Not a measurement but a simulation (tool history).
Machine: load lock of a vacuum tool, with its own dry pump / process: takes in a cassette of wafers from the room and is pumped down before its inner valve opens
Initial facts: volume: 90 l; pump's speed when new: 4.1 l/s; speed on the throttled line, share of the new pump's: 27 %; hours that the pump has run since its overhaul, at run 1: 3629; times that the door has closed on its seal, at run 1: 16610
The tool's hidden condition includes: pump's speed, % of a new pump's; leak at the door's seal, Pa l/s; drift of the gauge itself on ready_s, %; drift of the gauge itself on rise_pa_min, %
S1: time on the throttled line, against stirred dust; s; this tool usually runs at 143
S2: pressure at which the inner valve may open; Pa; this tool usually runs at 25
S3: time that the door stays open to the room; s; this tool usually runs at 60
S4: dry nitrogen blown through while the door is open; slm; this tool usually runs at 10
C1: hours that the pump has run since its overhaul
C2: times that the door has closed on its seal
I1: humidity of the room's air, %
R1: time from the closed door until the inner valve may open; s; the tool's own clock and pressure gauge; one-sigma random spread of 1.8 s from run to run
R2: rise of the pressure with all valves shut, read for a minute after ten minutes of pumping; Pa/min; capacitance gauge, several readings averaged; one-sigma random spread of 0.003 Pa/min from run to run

run	hour	S1	S2	S3	S4	C1	C2	I1	R1	R2
1	0.0	143	25	60	10	3629	16610	42.4	303.1	0.066
2	64.2	143	25	60	10	3693	16861	47.0	302.1	0.066
3	163.9	143	25	60	10	3793	17252	47.3	306.4	0.080
4	281.0	143	25	60	10	3910	17711	42.6	302.1	0.078
5	338.2	143	25	60	10	3967	17935	44.5	300.4	0.076
6	430.2	143	25	60	10	4059	18295	43.8	303.3	0.074
7	503.6	143	25	60	10	4132	18583	41.8	300.8	0.077
8	599.5	143	19	60	10	4228	18959	47.2	307.3	0.077
9	715.3	199	25	60	10	4344	19412	44.0	344.3	0.076
10	824.5	143	25	68	10	4453	19840	46.0	300.2	0.079
11	887.8	143	25	68	10	4516	20088	42.6	304.6	0.085
12	1000.7	143	25	68	10	4629	20530	43.9	307.5	0.086
13	1077.6	143	25	68	10	4706	20832	48.4	305.7	0.094
14	1181.7	184	45	56	5	4810	21240	45.7	319.3	0.090
15	1267.9	270	34	216	10	4896	21577	44.2	387.8	0.125
16	1333.5	177	25	62	10	4962	21834	45.0	332.2	0.092
17	1388.1	177	25	62	6	5017	22048	43.1	333.3	0.099
18	1461.4	131	40	144	4	5090	22335	45.6	285.2	0.120
19	1529.5	143	25	186	10	5158	22602	45.2	303.7	0.121
20	1636.4	210	30	122	18	5265	23021	45.2	350.6	0.112
21	1698.7	119	22	215	28	5327	23265	43.1	294.2	0.116
22	1788.6	97	27	83	5	5417	23617	43.0	271.5	0.118
23	1904.4	170	25	60	33	5533	24071	42.9	324.3	0.099
24	2006.5	143	25	99	10	5635	24471	46.7	304.4	0.118
25	2071.6	143	28	99	10	5700	24726	42.4	304.8	0.118

Predict each of these 3 candidate next runs independently; none follows another, all start after run 25:
A	2162.3	143	47	87	4	5791	25081	44.8	?	?
B	2162.3	105	31	60	20	5791	25081	43.5	?	?
C	2162.3	221	37	99	10	5791	25081	42.7	?	?

run	R1	R2
A	292.1	0.124
B	274.7	0.110
C	347.5	0.124
What these runs would have given with no unlogged condition in the tool:
run	R1	R2
A	275.5	0.030
B	255.9	0.017
C	333.1	0.029
